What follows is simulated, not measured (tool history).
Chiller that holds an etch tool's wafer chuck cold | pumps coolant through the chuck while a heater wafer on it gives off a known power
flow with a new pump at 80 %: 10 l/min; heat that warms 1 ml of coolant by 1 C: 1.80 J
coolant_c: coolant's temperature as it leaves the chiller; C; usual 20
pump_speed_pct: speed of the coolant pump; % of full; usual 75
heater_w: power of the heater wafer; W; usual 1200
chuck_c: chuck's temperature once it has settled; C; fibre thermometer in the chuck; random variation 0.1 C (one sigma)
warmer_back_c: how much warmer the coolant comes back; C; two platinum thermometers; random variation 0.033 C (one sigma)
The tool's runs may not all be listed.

run	hour	coolant_c	pump_speed_pct	heater_w	chuck_c	warmer_back_c
1	0.0	20	75	1200	34.2	4.41
2	40.8	20	75	1200	34.2	4.42
3	88.1	29	75	1200	43.2	4.45
4	122.3	29	75	1200	43.1	4.43
5	145.2	20	64	1200	35.8	5.30
6	173.6	11	75	1200	25.2	4.44
7	216.1	11	75	1200	25.2	4.50
8	245.5	11	75	1200	25.2	4.45
9	295.7	20	75	678	28.2	2.47
10	324.5	20	85	1200	33.4	3.87
11	362.2	20	85	1200	33.4	3.95
12	408.4	20	75	1200	34.4	4.44
13	433.6	20	75	1200	34.4	4.51
14	473.5	20	75	1223	34.6	4.57
15	517.3	20	75	1200	34.4	4.46
16	544.8	20	75	1200	34.4	4.44
17	573.8	18	84	745	26.2	2.44
18	616.1	18	84	745	26.3	2.50
19	662.0	16	84	730	24.2	2.44
20	691.9	15	75	1200	29.8	4.53
21	734.4	14	95	1131	25.9	3.30
22	763.5	18	74	1200	32.5	4.60
23	803.3	18	74	1200	32.7	4.53
24	849.6	18	74	1200	32.6	4.55
25	889.7	18	74	1200	32.6	4.55
26	927.6	24	71	1200	38.8	4.76
27	954.4	20	83	761	28.7	2.53
28	993.3	20	77	1471	37.5	5.37
29	1020.7	16	85	650	23.3	2.14
30	1050.3	20	75	914	31.0	3.45
31	1086.9	20	75	914	31.1	3.49
32	1122.5	12	99	940	21.4	2.61

Hidden state or all else? Some run-to-run changes of chuck_c, split into what the settings, what came in and random variation would give without the hidden state, and what is left for the hidden state (with any gauge scatter that isn't in both results):
The hidden state here: heat passed by the chuck's channels, % of clean ones'; flow at a given pump speed, % of a new pump's; coolant's true temperature over the reading, C; drift of the gauge itself on chuck_c, C; drift of the gauge itself on warmer_back_c, C.
Run 5 -> 6: coolant_c 20 -> 11, pump_speed_pct 64 -> 75. chuck_c -10.6 C: hidden state -0.1, all else -10.5.
Run 16 -> 17: coolant_c 20 -> 18, pump_speed_pct 75 -> 84, heater_w 1200 -> 745. chuck_c -8.2 C: hidden state -0.4, all else -7.8.
Run 26 -> 27: coolant_c 24 -> 20, pump_speed_pct 71 -> 83, heater_w 1200 -> 761. chuck_c -10.1 C: hidden state -0.4, all else -9.7.
Run 27 -> 28: pump_speed_pct 83 -> 77, heater_w 761 -> 1471. chuck_c +8.8 C: hidden state +0.6, all else +8.2.
Run 28 -> 29: coolant_c 20 -> 16, pump_speed_pct 77 -> 85, heater_w 1471 -> 650. chuck_c -14.2 C: hidden state -0.8, all else -13.4.
